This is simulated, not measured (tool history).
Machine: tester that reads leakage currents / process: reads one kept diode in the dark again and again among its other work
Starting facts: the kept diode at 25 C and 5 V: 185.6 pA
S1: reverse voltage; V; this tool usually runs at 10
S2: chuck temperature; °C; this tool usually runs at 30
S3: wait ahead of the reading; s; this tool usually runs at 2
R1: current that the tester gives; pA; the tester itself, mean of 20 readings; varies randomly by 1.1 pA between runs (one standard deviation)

run,hour,S1,S2,S3,R1
1,0,10,30,2,363.74
2,66.4,10,30,2,363.13
3,143.6,10,30,2,365.6
4,202.3,1.5,30,2,142.32
5,307.7,1.5,30,2,141.43
6,403.6,10,30,2,363.12
7,500.3,10,30,2,362.5
8,620.1,10,30,2,361.46
9,675.9,10,30,2,361.01
10,741.8,3.2,30,2,205.45
11,797.4,3.2,30,2,204.91
12,922.5,13.5,30,2,423.74
13,1029.9,13.5,30,2,422.21
14,1138.9,13.5,30,2,424.79
15,1211.4,13.5,30,2,423.56
16,1324.1,13.5,30,2,424.07
17,1382.8,13.5,30,2,424.77
18,1505.6,6,30,2,271.66
19,1619.2,2.9,30,2,191.46
20,1723.6,10,30,2,347.51
21,1837.3,10,30,2,349.4
22,1890.3,10,30,2,348.14
23,1979.9,10,30,2,348.09
24,2049.4,10.2,47,1.31,1076.41
25,2167.9,10.2,47,1.31,1072.06
26,2238.7,6.3,35,5.2,389.97
27,2289.6,10,20,7.37,169.31
28,2366.3,5.5,20,0.34,130.57
29,2417,8.5,46,2,916.17
30,2471.2,4.2,30,2.19,227.18
31,2526.2,2.8,21,2,96.74
32,2619.8,3.9,39,2.6,400.39
33,2742.8,3.9,39,2.6,397.62
34,2834.4,15.3,20,1.68,210.28
35,2950.3,15.3,20,1.68,211.42
36,3012,17.6,23,2,281.15
37,3084,17.6,23,2,281.83
38,3200.6,10,24,3.79,226.06
39,3282.2,10,24,3.79,225.31

The log once held 2 entries between its listed runs, left out of this copy. Where does each go, and what is different about the tool's unlogged condition between the listed run before it and the listed run after it?
Run 11 -> run 12: probe card cleaned and baked (hour 862.2)
  stray current of the dirty probe card, pA a volt: 0.868 -> 1.256; current scale over the true one, %: -0.46 -> -0.49; true chuck temperature over the reading, C: -0.68 -> -0.71
  measured minus no-state result, R1: -8.09 -> -6.02 pA
Run 17 -> run 18: probe card cleaned and baked, once more (hour 1419.1)
  stray current of the dirty probe card, pA a volt: 1.39 -> 0.051; current scale over the true one, %: -0.57 -> -0.6; true chuck temperature over the reading, C: -0.81 -> -0.84
  measured minus no-state result, R1: -7.62 -> -17.86 pA
